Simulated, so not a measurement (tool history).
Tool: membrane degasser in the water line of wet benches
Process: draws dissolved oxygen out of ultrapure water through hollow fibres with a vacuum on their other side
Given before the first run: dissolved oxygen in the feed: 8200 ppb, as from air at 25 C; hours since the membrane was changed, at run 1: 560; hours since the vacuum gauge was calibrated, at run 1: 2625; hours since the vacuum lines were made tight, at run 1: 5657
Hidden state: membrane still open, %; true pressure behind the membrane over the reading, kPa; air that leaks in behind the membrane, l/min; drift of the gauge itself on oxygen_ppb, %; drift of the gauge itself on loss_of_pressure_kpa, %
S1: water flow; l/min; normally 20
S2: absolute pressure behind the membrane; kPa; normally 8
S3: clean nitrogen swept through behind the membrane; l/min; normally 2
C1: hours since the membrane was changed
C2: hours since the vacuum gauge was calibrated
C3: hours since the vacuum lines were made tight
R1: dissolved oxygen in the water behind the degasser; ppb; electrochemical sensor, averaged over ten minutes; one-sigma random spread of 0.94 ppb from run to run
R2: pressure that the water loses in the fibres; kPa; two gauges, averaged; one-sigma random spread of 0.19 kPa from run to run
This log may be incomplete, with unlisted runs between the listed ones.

Run 1, hour 0: usual settings; C1 560; C2 2625; C3 5657. Result: R1 119.1 ppb, R2 41.4 kPa.
Run 2, hour 25.9: usual settings but S2 12.19 kPa; C1 586; C2 2651; C3 5683. Result: R1 216.5 ppb, R2 41.77 kPa.
Run 3, hour 55.6: usual settings but S2 12.19 kPa; C1 616; C2 2680; C3 5713. Result: R1 216.6 ppb, R2 41.26 kPa.
Run 4, hour 96.4: usual settings; C1 656; C2 2721; C3 5754. Result: R1 119.7 ppb, R2 41.2 kPa.
Run 5, hour 131.8: usual settings; C1 692; C2 2757; C3 5789. Result: R1 118.6 ppb, R2 41.42 kPa.
Run 6, hour 161.2: usual settings; C1 721; C2 2786; C3 5818. Result: R1 119.5 ppb, R2 41.07 kPa.
Run 7, hour 199.4: usual settings; C1 760; C2 2824; C3 5857. Result: R1 120.9 ppb, R2 41.41 kPa.
Run 8, hour 222.9: usual settings; C1 783; C2 2848; C3 5880. Result: R1 120.5 ppb, R2 41.18 kPa.
Run 9, hour 248.6: usual settings; C1 809; C2 2873; C3 5906. Result: R1 120.2 ppb, R2 41.4 kPa.
Run 10, hour 282.9: usual settings but S3 1.83 l/min; C1 843; C2 2908; C3 5940. Result: R1 133.2 ppb, R2 41.34 kPa.
Run 11, hour 314: usual settings but S3 1.83 l/min; C1 874; C2 2939; C3 5971. Result: R1 132.2 ppb, R2 41.39 kPa.
Run 12, hour 355.9: usual settings but S3 1.83 l/min; C1 916; C2 2981; C3 6013. Result: R1 129.6 ppb, R2 41.36 kPa.
Run 13, hour 386.8: usual settings but S3 1.83 l/min; C1 947; C2 3012; C3 6044. Result: R1 130.4 ppb, R2 41.6 kPa.
Run 14, hour 407.2: usual settings but S3 2.09 l/min; C1 967; C2 3032; C3 6064. Result: R1 114.6 ppb, R2 41.18 kPa.
At hour 410.2: vacuum gauge calibrated.
Run 15, hour 452.4: usual settings but S1 29 l/min, S3 2.09 l/min; C1 1012; C2 42; C3 6109. Result: R1 177.8 ppb, R2 59.9 kPa.
Run 16, hour 474.5: usual settings but S1 29 l/min, S3 2.09 l/min; C1 1034; C2 64; C3 6131. Result: R1 177.7 ppb, R2 60.07 kPa.
Run 17, hour 513.8: usual settings but S2 12.67 kPa, S3 1.82 l/min; C1 1073; C2 104; C3 6171. Result: R1 249.5 ppb, R2 41.38 kPa.
Run 18, hour 545.9: usual settings but S2 5.56 kPa, S3 1.82 l/min; C1 1106; C2 136; C3 6203. Result: R1 71 ppb, R2 41.51 kPa.
Run 19, hour 573.9: usual settings but S1 13 l/min, S2 9.58 kPa; C1 1133; C2 164; C3 6231. Result: R1 105.7 ppb, R2 26.94 kPa.
At hour 600.8: vacuum gauge calibrated, once more.
Run 20, hour 609.3: usual settings but S1 21 l/min, S2 10.29 kPa, S3 1.25 l/min; C1 1168; C2 8; C3 6265. Result: R1 267.1 ppb, R2 43.57 kPa.
Run 21, hour 656.1: usual settings but S1 21 l/min, S2 10.29 kPa, S3 1.25 l/min; C1 1215; C2 55; C3 6312. Result: R1 266.1 ppb, R2 43.27 kPa.
Run 22, hour 679.4: usual settings but S1 19 l/min; C1 1239; C2 79; C3 6336. Result: R1 110 ppb, R2 39.16 kPa.
Run 23, hour 712.1: usual settings but S1 19 l/min, S2 9.26 kPa; C1 1271; C2 111; C3 6368. Result: R1 137.5 ppb, R2 39.46 kPa.
Run 24, hour 736.3: usual settings but S1 19 l/min, S2 9.26 kPa; C1 1295; C2 135; C3 6393. Result: R1 137.7 ppb, R2 39.41 kPa.
Run 25, hour 757.5: usual settings but S1 19 l/min, S2 9.26 kPa; C1 1317; C2 157; C3 6414. Result: R1 137.2 ppb, R2 39.49 kPa.
Run 26, hour 788.2: usual settings but S1 19 l/min, S2 9.26 kPa; C1 1347; C2 187; C3 6444. Result: R1 137 ppb, R2 39.54 kPa.
Run 27, hour 808.4: usual settings but S1 19 l/min, S2 9.26 kPa, S3 2.94 l/min; C1 1368; C2 208; C3 6465. Result: R1 95.7 ppb, R2 39.26 kPa.
Run 28, hour 839: usual settings but S1 23 l/min, S2 12.6 kPa, S3 4.32 l/min; C1 1398; C2 238; C3 6495. Result: R1 127 ppb, R2 47.93 kPa.
Run 29, hour 881.7: usual settings but S1 16 l/min, S2 5.82 kPa, S3 5.9 l/min; C1 1441; C2 281; C3 6538. Result: R1 17.8 ppb, R2 33.21 kPa.
Run 30, hour 919.1: usual settings but S1 16 l/min, S2 5.82 kPa, S3 4.42 l/min; C1 1478; C2 318; C3 6575. Result: R1 24 ppb, R2 33.02 kPa.
Run 31, hour 955.1: usual settings but S2 8.27 kPa, S3 2.72 l/min; C1 1514; C2 354; C3 6611. Result: R1 93 ppb, R2 41.58 kPa.
Run 32, hour 1002.1: usual settings but S2 13.13 kPa, S3 0.98 l/min; C1 1561; C2 401; C3 6658. Result: R1 439.1 ppb, R2 41.57 kPa.

Branching from run 32: 3 alternative next runs. What would each branch give?
Run A, hour 1044.2: usual settings but S2 12.45 kPa, S3 1.61 l/min; C1 1603; C2 443; C3 6700. Result: R1 ?, R2 ?.
Run B, hour 1044.2: usual settings but S1 19 l/min, S2 15.88 kPa, S3 5.27 l/min; C1 1603; C2 443; C3 6700. Result: R1 ?, R2 ?.
Run C, hour 1044.2: usual settings but S2 13.13 kPa, S3 2.51 l/min; C1 1603; C2 443; C3 6700. Result: R1 ?, R2 ?.

run     R1     R2
  A  261.2  41.64
  B  115.1  39.59
  C  192.1  41.65
The same runs, with their run-to-run variation unchanged, on a tool lacking any hidden condition would have given:
run     R1     R2
  A  258.2  41.33
  B  113.2   39.3
  C  189.5  41.34
